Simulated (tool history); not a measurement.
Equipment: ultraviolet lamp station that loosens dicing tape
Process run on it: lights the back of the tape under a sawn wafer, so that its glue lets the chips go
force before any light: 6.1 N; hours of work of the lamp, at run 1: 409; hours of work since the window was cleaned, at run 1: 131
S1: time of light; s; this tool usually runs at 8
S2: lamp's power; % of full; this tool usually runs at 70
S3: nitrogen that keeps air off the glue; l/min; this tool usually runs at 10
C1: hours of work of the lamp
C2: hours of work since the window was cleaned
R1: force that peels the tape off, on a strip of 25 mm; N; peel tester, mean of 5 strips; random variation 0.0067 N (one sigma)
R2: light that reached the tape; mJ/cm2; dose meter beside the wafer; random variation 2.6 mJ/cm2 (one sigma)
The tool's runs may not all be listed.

run,day,S1,S2,S3,C1,C2,R1,R2
1,0.000,8,70,10,409,131,0.346,281
2,1.162,8,70,10,426,148,0.361,281
3,3.529,10,70,10,459,182,0.209,347
4,5.175,8,70,20,483,205,0.234,274
5,7.571,8,70,20,517,240,0.239,266
6,8.771,8,70,20,534,257,0.254,269
7,10.150,8,70,10,554,276,0.420,257
8,11.533,8,80,10,574,296,0.304,296
9,13.588,5,80,10,603,325,0.881,182
10,14.646,5,80,10,618,341,0.921,181
11,15.817,8,70,10,635,357,0.451,254
12,18.125,8,70,10,668,390,0.481,246
13,20.267,8,70,10,698,421,0.485,241
14,21.771,8,70,10,720,442,0.523,243
15,23.979,8,92,9,751,474,0.290,305
16,26.517,4,83,9,788,510,1.471,135
17,27.846,10,83,3,806,529,0.596,340
18,29.804,8,93,3,834,557,0.794,299
19,31.458,8,68,10,858,581,0.651,213
20,33.546,6,100,19,888,610,0.376,236
21,35.588,6,79,19,917,639,0.687,179
22,37.329,4,84,14,942,664,1.420,126
# day 38.542: window cleaned of glue's vapour
23,39.854,8,73,9,978,19,0.517,247
24,42.379,8,80,15,1014,55,0.318,267

Pick out some run-to-run changes in R1. Of each, how much would a tool without hidden state show as well, from the settings, what came in and chance, and how much is left for the hidden state and any gauge scatter not in both results compared?
Hidden state at play: lamp's light, % of a new lamp's; light that the window lets through, % of a clean one's; drift of the gauge itself on peel_n, %; drift of the gauge itself on dose_mj_cm2, %.
Run 15 -> 16: S1 8 -> 4, S2 92 -> 83. R1 +1.181 N: hidden state +0.497, all else +0.684.
Run 22 -> 23: S1 4 -> 8, S2 84 -> 73, S3 14 -> 9, window cleaned of glue's vapour. R1 -0.903 N: hidden state -0.497, all else -0.406.
